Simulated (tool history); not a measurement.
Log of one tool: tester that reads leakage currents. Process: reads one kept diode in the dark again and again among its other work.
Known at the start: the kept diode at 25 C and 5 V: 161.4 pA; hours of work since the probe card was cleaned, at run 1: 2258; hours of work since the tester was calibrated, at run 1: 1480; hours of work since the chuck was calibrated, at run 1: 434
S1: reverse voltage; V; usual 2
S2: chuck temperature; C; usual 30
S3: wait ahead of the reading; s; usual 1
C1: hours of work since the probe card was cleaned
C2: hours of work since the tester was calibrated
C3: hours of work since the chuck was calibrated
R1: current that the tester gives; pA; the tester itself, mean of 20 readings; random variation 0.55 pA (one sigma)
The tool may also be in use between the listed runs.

run	day	S1	S2	S3	C1	C2	C3	R1
1	0	2	30	1	2258	1480	434	161.24
2	9.608	2	30	1	2372	1594	548	156.34
3	14.079	2	30	1	2425	1647	601	155.43
4	21.862	2	30	1	2517	1739	693	151.17
5	28.367	2	30	1	2594	1816	771	148.07
# day 31.808: chuck's temperature calibrated
6	34.771	2	30	5.25	2669	1891	35	182.92
7	44.704	2	30	5.25	2787	2009	153	177.48
8	51.571	2	30	1	2868	2091	234	173.41
# day 58.271: tester calibrated
9	60.875	2	30	1	2978	31	344	170.44
10	67.121	2	30	1	3052	105	418	166.84
11	72.788	2	30	1	3119	172	485	163.54
12	78.05	2	30	3.02	3182	235	548	161.09
13	86.642	2	44	1	3284	337	650	540.87
14	96.4	14.39	20	1	3399	452	765	146.78
# day 100.162: chuck's temperature calibrated
15	105.379	19.66	53	2.43	3505	558	62	3098.35
# day 106.054: probe card cleaned and baked
16	110.317	19.66	53	2.43	51	615	119	3077.58
17	116.767	19.66	53	2.43	127	692	196	3008.02
18	124.029	2	35	6.09	213	778	282	264.93
19	133.592	6.19	57	7.62	327	891	395	2515.46
20	141.562	16.1	34	1.24	421	986	490	544.96
21	151.354	7.66	30	1	538	1102	606	273.84
# day 157.825: probe card cleaned and baked, once more
22	158.088	7.66	30	1	3	1181	684	247.77
23	166.621	13.28	27	0.79	104	1282	786	224.68
# day 168.883: chuck's temperature calibrated
24	171.6	13.28	27	0.79	162	1340	32	279.39

3 ways to go on from here, each from the tool as it stands after run 24. What would each give?
A	178.946	2	23	0.45	250	1427	119	?
B	178.946	1.76	59	1.04	250	1427	119	?
C	178.946	5.26	27	0.79	250	1427	119	?

run	R1
A	89.64
B	1935.96
C	191.03
Without the tool's hidden state the same runs would have given:
run	R1
A	93.67
B	2012.72
C	199.27

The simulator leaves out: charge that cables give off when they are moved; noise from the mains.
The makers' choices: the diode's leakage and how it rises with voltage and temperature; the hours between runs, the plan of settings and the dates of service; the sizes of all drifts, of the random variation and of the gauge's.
